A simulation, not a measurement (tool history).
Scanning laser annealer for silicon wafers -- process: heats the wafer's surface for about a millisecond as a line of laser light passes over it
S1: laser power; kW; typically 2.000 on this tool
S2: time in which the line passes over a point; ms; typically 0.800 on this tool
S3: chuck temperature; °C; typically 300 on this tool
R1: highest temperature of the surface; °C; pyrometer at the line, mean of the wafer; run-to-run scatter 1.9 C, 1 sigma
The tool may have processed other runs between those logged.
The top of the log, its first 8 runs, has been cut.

| run | hour | S1 | S2 | S3 | R1 |
|---|---|---|---|---|---|
| 9 | 77.3 | 2.000 | 0.800 | 300 | 1109 |
| 10 | 86.1 | 2.000 | 0.800 | 300 | 1110 |
| 11 | 93.5 | 2.000 | 0.800 | 300 | 1108 |
| 12 | 107.0 | 2.000 | 0.800 | 300 | 1106 |
| 13 | 114.7 | 2.000 | 0.670 | 300 | 1048 |
| 14 | 121.4 | 2.000 | 0.735 | 300 | 1075 |
| 15 | 128.4 | 2.000 | 0.735 | 300 | 1074 |
| 16 | 139.3 | 2.000 | 0.735 | 300 | 1076 |
| 17 | 147.2 | 2.000 | 0.735 | 300 | 1079 |
| 18 | 155.5 | 1.742 | 0.800 | 300 | 988 |
| 19 | 166.2 | 2.000 | 0.800 | 300 | 1109 |
| 20 | 181.9 | 2.000 | 0.800 | 300 | 1108 |
| 21 | 196.7 | 2.061 | 0.800 | 300 | 1137 |
| 22 | 209.3 | 1.889 | 0.782 | 326 | 1076 |
| 23 | 223.6 | 1.773 | 0.888 | 292 | 1033 |
|  | 233.8 | window over the wafer cleaned |
| 24 | 238.4 | 1.773 | 0.888 | 292 | 1031 |
| 25 | 250.1 | 1.951 | 0.850 | 310 | 1119 |
| 26 | 263.0 | 1.899 | 0.920 | 277 | 1087 |
| 27 | 273.9 | 1.914 | 0.977 | 327 | 1169 |
| 28 | 284.9 | 1.914 | 0.937 | 326 | 1153 |
| 29 | 292.0 | 1.914 | 0.937 | 326 | 1154 |

Expected results for the next run?
|  | 299.4 | optics aligned, line set to its width |
| 30 | 307.8 | 1.914 | 0.937 | 326 | ? |

Run 30 yielded R1 1152 °C.
Take away the tool's hidden state, keep the run-to-run variation as it was, and the same run would have given R1 1152 °C.
